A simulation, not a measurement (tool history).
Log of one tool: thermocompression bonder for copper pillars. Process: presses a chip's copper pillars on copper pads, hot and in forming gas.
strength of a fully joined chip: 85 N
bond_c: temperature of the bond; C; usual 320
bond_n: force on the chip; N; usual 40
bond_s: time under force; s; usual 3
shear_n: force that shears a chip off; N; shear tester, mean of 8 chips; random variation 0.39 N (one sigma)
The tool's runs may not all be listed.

run 1 hour=0 | bond_c=320 bond_n=40 bond_s=3 | shear_n=63
run 2 hour=25.2 | bond_c=329 bond_n=40 bond_s=3 | shear_n=67.1
run 3 hour=45.7 | bond_c=320 bond_n=41 bond_s=3 | shear_n=64.3
run 4 hour=64.9 | bond_c=324 bond_n=40 bond_s=3 | shear_n=64.4
run 5 hour=89.2 | bond_c=324 bond_n=40 bond_s=3 | shear_n=65
run 6 hour=115.3 | bond_c=324 bond_n=40 bond_s=3 | shear_n=64.5
-- hour=143.3 forming gas filter changed
run 7 hour=145.1 | bond_c=291 bond_n=40 bond_s=3 | shear_n=51.2
run 8 hour=157.1 | bond_c=291 bond_n=40 bond_s=3 | shear_n=51.4
run 9 hour=184.8 | bond_c=291 bond_n=40 bond_s=3 | shear_n=51.2
run 10 hour=213.7 | bond_c=291 bond_n=40 bond_s=3 | shear_n=50.4
run 11 hour=231 | bond_c=320 bond_n=40 bond_s=3 | shear_n=64.4
run 12 hour=259.7 | bond_c=320 bond_n=40 bond_s=3 | shear_n=64.1
run 13 hour=276.2 | bond_c=320 bond_n=40 bond_s=3 | shear_n=64.5
run 14 hour=297.5 | bond_c=320 bond_n=40 bond_s=3 | shear_n=63.2
run 15 hour=319.6 | bond_c=320 bond_n=40 bond_s=3 | shear_n=64.6
run 16 hour=336.2 | bond_c=320 bond_n=41 bond_s=3 | shear_n=64.3
run 17 hour=357.9 | bond_c=320 bond_n=41 bond_s=3 | shear_n=64.2
-- hour=361.7 force cell calibrated
run 18 hour=384.3 | bond_c=332 bond_n=29 bond_s=3 | shear_n=60.1

Run 19 comes next. What will it give?
run 19 hour=407.5 | bond_c=320 bond_n=56 bond_s=2 | shear_n=?

{"run 19": {"shear_n": 66.5}}
Without the tool's hidden state the same run would have given shear_n 66.5 N.
